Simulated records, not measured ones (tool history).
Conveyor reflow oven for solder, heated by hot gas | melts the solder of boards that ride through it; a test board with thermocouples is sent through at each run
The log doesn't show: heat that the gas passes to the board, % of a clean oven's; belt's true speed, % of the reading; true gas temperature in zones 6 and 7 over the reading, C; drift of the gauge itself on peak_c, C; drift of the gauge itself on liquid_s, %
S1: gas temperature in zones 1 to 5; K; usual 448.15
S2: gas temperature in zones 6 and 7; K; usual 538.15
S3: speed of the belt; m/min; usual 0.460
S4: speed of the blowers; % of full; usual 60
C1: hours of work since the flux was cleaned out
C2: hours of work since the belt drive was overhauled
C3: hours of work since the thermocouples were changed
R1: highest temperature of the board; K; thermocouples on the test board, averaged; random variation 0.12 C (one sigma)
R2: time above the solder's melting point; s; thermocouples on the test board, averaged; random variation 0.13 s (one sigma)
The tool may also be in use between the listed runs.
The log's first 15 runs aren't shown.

run 16 hour=103.6 | S1=448.15 S2=538.15 S3=0.460 S4=60 | C1=217 C2=164 C3=430 | R1=515.05 R2=47.8
run 17 hour=112.8 | S1=448.15 S2=532.15 S3=0.460 S4=85 | C1=222 C2=168 C3=434 | R1=516.15 R2=51.6
run 18 hour=120.6 | S1=448.15 S2=548.15 S3=0.460 S4=60 | C1=225 C2=172 C3=438 | R1=522.95 R2=55.4
run 19 hour=130.8 | S1=444.15 S2=536.15 S3=0.460 S4=77 | C1=230 C2=177 C3=443 | R1=517.15 R2=50.0
run 20 hour=140.4 | S1=444.15 S2=536.15 S3=0.460 S4=77 | C1=235 C2=181 C3=448 | R1=516.95 R2=49.9
run 21 hour=148.6 | S1=433.15 S2=536.15 S3=0.464 S4=74 | C1=239 C2=185 C3=451 | R1=513.65 R2=42.1
run 22 hour=159.1 | S1=440.15 S2=536.15 S3=0.464 S4=74 | C1=244 C2=190 C3=456 | R1=515.25 R2=46.0
run 23 hour=167.1 | S1=448.15 S2=547.15 S3=0.460 S4=73 | C1=248 C2=194 C3=460 | R1=526.25 R2=58.7
run 24 hour=172.2 | S1=448.15 S2=541.15 S3=0.484 S4=76 | C1=250 C2=197 C3=463 | R1=520.05 R2=51.0
run 25 hour=180.0 | S1=441.15 S2=538.15 S3=0.541 S4=63 | C1=254 C2=200 C3=466 | R1=507.35 R2=28.9
run 26 hour=188.4 | S1=440.15 S2=539.15 S3=0.499 S4=83 | C1=258 C2=204 C3=470 | R1=517.25 R2=44.5
run 27 hour=194.1 | S1=440.15 S2=539.15 S3=0.499 S4=83 | C1=260 C2=207 C3=473 | R1=517.05 R2=44.4
run 28 hour=201.1 | S1=449.15 S2=538.15 S3=0.505 S4=60 | C1=264 C2=210 C3=476 | R1=511.35 R2=38.7
run 29 hour=211.4 | S1=443.15 S2=538.15 S3=0.545 S4=60 | C1=269 C2=215 C3=481 | R1=506.15 R2=27.8
run 30 hour=220.2 | S1=443.15 S2=538.15 S3=0.545 S4=60 | C1=273 C2=219 C3=486 | R1=506.35 R2=27.7

Forecast each of these 4 alternatives for the next run:
run A hour=230.5 | S1=448.15 S2=552.15 S3=0.460 S4=60 | C1=278 C2=224 C3=490 | R1=? R2=?
run B hour=230.5 | S1=434.15 S2=538.15 S3=0.411 S4=54 | C1=278 C2=224 C3=490 | R1=? R2=?
run C hour=230.5 | S1=457.15 S2=538.15 S3=0.460 S4=60 | C1=278 C2=224 C3=490 | R1=? R2=?
run D hour=230.5 | S1=441.15 S2=538.15 S3=0.545 S4=60 | C1=278 C2=224 C3=490 | R1=? R2=?

run=A R1=526.05 R2=57.8
run=B R1=513.45 R2=47.2
run=C R1=516.65 R2=53.5
run=D R1=505.75 R2=26.3
Without the tool's hidden state the same runs would have given:
run=A R1=528.55 R2=59.7
run=B R1=515.75 R2=50.1
run=C R1=518.95 R2=55.8
run=D R1=508.35 R2=29.6
